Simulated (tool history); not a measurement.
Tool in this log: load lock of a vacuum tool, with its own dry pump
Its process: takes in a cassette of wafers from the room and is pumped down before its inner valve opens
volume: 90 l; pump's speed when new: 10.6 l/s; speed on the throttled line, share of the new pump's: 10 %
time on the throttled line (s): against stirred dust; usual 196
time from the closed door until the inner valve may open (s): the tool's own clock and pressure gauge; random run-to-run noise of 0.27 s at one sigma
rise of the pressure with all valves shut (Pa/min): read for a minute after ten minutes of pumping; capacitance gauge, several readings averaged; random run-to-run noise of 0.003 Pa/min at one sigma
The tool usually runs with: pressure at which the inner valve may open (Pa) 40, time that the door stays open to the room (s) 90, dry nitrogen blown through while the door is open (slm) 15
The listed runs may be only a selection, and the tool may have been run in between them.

run	hour	time on the throttled line (s)	pressure at which the inner valve may open (Pa)	time that the door stays open to the room (s)	dry nitrogen blown through while the door is open (slm)	incoming humidity of the room's air, %	time from the closed door until the inner valve may open (s)	rise of the pressure with all valves shut (Pa/min)
1	0	196	40	90	15	44	243.4	0.073
2	58.2	196	40	90	36	45.1	243.7	0.066
3	102.8	196	44	90	36	45.7	243.1	0.063
4	164.4	196	69	90	15	46	239	0.074
5	204.8	196	40	90	15	45.7	244	0.081
6	259	196	40	90	15	47	243.8	0.087
7	340.4	196	40	90	15	44.8	243.9	0.079
8	411.2	196	40	90	15	43.8	243.9	0.084
9	474	196	40	90	15	45.3	243.8	0.084
10	561.2	196	40	90	15	47.1	244	0.092
11	608.1	196	40	90	15	44.6	243.6	0.096
12	697.4	196	40	134	15	42.5	243.7	0.104
13	741.4	196	40	90	15	45.9	244.2	0.095
14	817.4	196	40	90	15	44.1	243.8	0.099
15	865.1	196	40	90	11	46.2	243.8	0.105
16	908.6	196	40	90	11	43.9	243.9	0.102
17	960.6	196	40	90	22	45.9	243.7	0.094
18	1041.1	196	40	90	15	43.3	244.2	0.101
19	1117.5	196	40	90	15	45.6	243.9	0.103
20	1211.4	196	40	90	19	44.4	244.5	0.102
21	1258	196	40	90	19	47.9	243.9	0.106
22	1316.2	196	40	90	19	44.3	244	0.108
23	1401	196	40	114	15	45.1	243.7	0.117

Run 24 comes next. What will it give?
24	1461.2	196	40	114	15	43.8	?	?

{"run 24": {"time from the closed door until the inner valve may open (s)": 243.7, "rise of the pressure with all valves shut (Pa/min)": 0.12}}
With no hidden state in the tool, this same run would have given time from the closed door until the inner valve may open (s) 243.2, rise of the pressure with all valves shut (Pa/min) 0.03.
